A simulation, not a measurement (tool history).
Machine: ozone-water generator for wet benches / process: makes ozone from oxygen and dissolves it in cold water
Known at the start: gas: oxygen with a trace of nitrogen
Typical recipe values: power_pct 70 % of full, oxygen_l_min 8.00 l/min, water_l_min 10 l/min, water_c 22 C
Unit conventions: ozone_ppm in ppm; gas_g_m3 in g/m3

run	hour	power_pct	oxygen_l_min	water_l_min	water_c	ozone_ppm	gas_g_m3
1	0.0	70	8.00	10	22	27.8	210.9
2	32.6	70	8.00	14	22	23.8	209.1
3	60.8	70	8.00	14	22	23.7	209.6
4	96.6	70	8.00	14	22	23.5	211.4
5	123.8	70	8.00	14	22	23.5	211.4
6	156.1	70	8.00	14	22	23.5	210.8
7	179.2	70	8.00	14	22	23.5	216.5
8	223.8	70	8.00	14	22	23.4	212.7
9	259.4	70	8.00	14	22	23.5	213.3
10	284.2	70	8.00	10	22	27.9	214.0
11	317.3	70	8.00	10	22	27.7	214.7
12	358.9	70	8.00	10	22	27.6	216.1
13	386.8	70	8.00	10	22	27.6	215.9
14	409.9	70	8.00	10	22	27.7	210.1
15	447.1	70	8.00	10	22	27.9	212.8
16	468.7	70	8.00	10	22	27.8	211.7
17	488.6	70	8.00	10	17	31.0	211.4
18	529.1	72	7.96	7	17	37.3	217.0
19	549.5	72	7.96	7	17	37.0	218.3
20	587.3	70	10.35	10	23	25.6	188.9
21	623.4	70	10.35	10	23	25.6	191.4
22	652.7	70	10.35	10	23	25.7	190.8
23	677.6	88	7.55	10	22	32.1	253.5
24	713.9	70	8.00	8	22	30.5	216.7
25	733.6	70	7.46	9	22	29.3	221.5
26	770.3	70	7.46	9	22	29.3	222.2
27	795.4	70	7.46	9	22	29.4	222.9
28	814.5	70	4.62	16	20	23.1	280.3
29	851.5	70	4.62	16	20	22.8	280.2
30	892.6	70	8.00	10	18	30.2	218.5
31	919.1	70	8.00	10	18	30.5	220.6
32	963.0	70	8.00	10	18	30.2	220.5

Not shown: 2 entries that the log had between the listed runs. Between which runs, and how does the tool's hidden state differ before and after?
From run 5 to run 6: contactor cleaned (hour 137.8)
  contactor's efficiency, % of a clean one's: 99.9 -> 100; drift of the gauge itself on gas_g_m3, %: 0.95 -> 1.17
  measured result minus the result with no hidden state, gas_g_m3: +1.8 -> +2.3 g/m3
From run 13 to run 14: gauge calibrated (hour 389.4)
  drift of the gauge itself on gas_g_m3, %: 2.94 -> 0.16
  measured result minus the result with no hidden state, gas_g_m3: +6.0 -> +0.2 g/m3

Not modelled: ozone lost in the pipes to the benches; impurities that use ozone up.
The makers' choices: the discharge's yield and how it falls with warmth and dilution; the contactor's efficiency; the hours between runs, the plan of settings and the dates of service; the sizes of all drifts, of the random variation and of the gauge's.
